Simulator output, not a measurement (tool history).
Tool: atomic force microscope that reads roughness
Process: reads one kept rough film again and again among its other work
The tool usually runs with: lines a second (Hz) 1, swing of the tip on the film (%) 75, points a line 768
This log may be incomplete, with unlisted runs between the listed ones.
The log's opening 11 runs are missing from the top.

run	hour	lines a second (Hz)	swing of the tip on the film (%)	points a line	pictures with this tip	hours of work since the height scale was calibrated	roughness of the kept film (nm (root mean square))
12	231.3	1	65	768	200	495	2.559
13	254.5	1	58	768	255	511	2.607
# hour 264.5: new tip fitted
14	268.7	1	58	768	10	521	2.666
# hour 270.9: height scale calibrated on a step standard
15	295.8	1	58	768	73	17	2.653
16	309.2	1	58	768	105	26	2.636
17	321.4	1	76	768	135	35	2.492
18	340.7	1	76	768	181	48	2.474
19	353.2	1.65	69	768	211	57	2.425
# hour 370.4: height scale calibrated on a step standard, once more
20	371.6	2.88	69	969	253	1	2.28
# hour 381.6: new tip fitted
21	385	3.47	71	768	8	10	2.238
22	399.5	3.47	71	768	43	20	2.227
23	422.6	3.91	90	811	99	36	1.621
24	439.6	1.09	90	613	140	48	2.288
25	464.4	1.17	59	527	199	65	2.587
26	489.8	0.66	59	667	261	82	2.619

What does the tool deliver on the next run?
# hour 496.6: new tip fitted
27	505.3	0.66	59	667	21	93	?

{"run 27": {"roughness of the kept film (nm (root mean square))": 2.704}}
On a tool with no hidden condition, and with the same random variation, this run would have come out at roughness of the kept film (nm (root mean square)) 2.716.
